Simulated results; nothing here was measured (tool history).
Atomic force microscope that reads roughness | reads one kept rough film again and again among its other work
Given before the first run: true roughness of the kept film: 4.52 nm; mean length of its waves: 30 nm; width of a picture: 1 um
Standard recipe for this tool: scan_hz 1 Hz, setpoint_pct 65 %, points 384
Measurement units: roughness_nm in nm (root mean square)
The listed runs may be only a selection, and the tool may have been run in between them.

run,hour,scan_hz,setpoint_pct,points,roughness_nm
1,0,1,65,384,3.977
2,8.4,1,65,384,3.968
3,15.8,1,65,384,3.935
4,24,1,65,384,3.965
5,32.7,1,65,384,3.932
6,40.4,1,65,384,3.919
7,48.5,1,65,384,3.94
8,52.6,0.6,65,384,3.909
9,57.6,1,85,384,3.795
10,62.5,3.46,65,384,3.768
11,70.7,3.46,65,384,3.753
12,74.8,3.46,65,485,3.773
13,83,3.46,65,485,3.713
14,89.6,3.46,65,485,3.733
15,94.1,3.46,65,485,3.725
16,102.7,1.59,77,384,3.706
17,108.8,1.59,77,384,3.748
18,117.4,0.83,62,918,3.833
19,123.4,1,57,384,3.841
20,128.9,1,57,384,3.811
21,132.8,1,57,384,3.797
22,139.1,1,57,384,3.821
23,143.7,3.2,64,313,3.679
24,151.4,1,65,638,3.789

What does the tool deliver on the next run?
25,155.7,3.65,80,508,?

Run 25 yielded roughness_nm 3.406 nm (root mean square).
Take away the tool's hidden state, keep the run-to-run variation as it was, and the same run would have given roughness_nm 3.635 nm (root mean square).
